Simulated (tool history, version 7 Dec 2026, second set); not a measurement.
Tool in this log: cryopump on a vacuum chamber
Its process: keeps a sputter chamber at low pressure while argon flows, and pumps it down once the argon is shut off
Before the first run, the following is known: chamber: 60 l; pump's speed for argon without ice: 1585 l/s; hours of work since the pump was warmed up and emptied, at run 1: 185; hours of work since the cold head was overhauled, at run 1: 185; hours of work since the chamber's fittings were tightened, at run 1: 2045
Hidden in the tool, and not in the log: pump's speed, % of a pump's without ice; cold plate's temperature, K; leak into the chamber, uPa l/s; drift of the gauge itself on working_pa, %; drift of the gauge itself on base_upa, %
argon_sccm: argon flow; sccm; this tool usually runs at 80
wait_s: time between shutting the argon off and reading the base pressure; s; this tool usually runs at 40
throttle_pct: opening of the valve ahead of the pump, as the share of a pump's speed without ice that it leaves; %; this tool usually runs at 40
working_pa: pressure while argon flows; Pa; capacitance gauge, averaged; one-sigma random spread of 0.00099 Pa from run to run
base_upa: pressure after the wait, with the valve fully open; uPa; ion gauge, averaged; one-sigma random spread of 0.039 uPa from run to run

run,hour,argon_sccm,wait_s,throttle_pct,hours of work since the pump was warmed up and emptied,hours of work since the cold head was overhauled,hours of work since the chamber's fittings were tightened,working_pa,base_upa
1,0,80,40,40,185,185,2045,0.2207,3.3
2,55.4,80,40,40,219,219,2079,0.2233,3.34
3,88.7,80,33,40,239,239,2099,0.2217,3.68
4,136.7,80,33,40,269,269,2128,0.2252,3.8
5,181.5,80,33,40,296,296,2156,0.2252,3.87
# hour 213.9: leaking fittings of the chamber tightened, without venting
6,232.9,80,33,40,326,326,12,0.2285,2.66
7,266.2,80,33,40,346,346,32,0.2268,2.7
8,311,47,33,30,374,374,59,0.1758,2.76
9,342.9,47,33,30,393,393,79,0.1769,2.69
10,392.3,80,155,20,423,423,109,0.4475,0.84
11,426.6,80,40,55,444,444,130,0.1737,2.38
12,477.8,80,126,21,476,476,161,0.424,1.03
13,507.8,80,126,21,494,494,179,0.4299,1.01
14,563.5,80,126,21,528,528,213,0.4304,1.05

Alternative continuations, all from the tool just after run 14; predict every row:
A,598.3,102,91,19,549,549,235,?,?
B,598.3,80,126,16,549,549,235,?,?
C,598.3,146,167,28,549,549,235,?,?
D,598.3,80,40,39,549,549,235,?,?
E,598.3,52,42,39,549,549,235,?,?

run,working_pa,base_upa
A,0.6029,1.35
B,0.5604,1.03
C,0.5998,0.91
D,0.2465,2.45
E,0.1593,2.35
What these runs would have given with no unlogged condition in the tool:
run,working_pa,base_upa
A,0.5698,1.12
B,0.5342,0.81
C,0.5525,0.69
D,0.2203,2.22
E,0.1424,2.12

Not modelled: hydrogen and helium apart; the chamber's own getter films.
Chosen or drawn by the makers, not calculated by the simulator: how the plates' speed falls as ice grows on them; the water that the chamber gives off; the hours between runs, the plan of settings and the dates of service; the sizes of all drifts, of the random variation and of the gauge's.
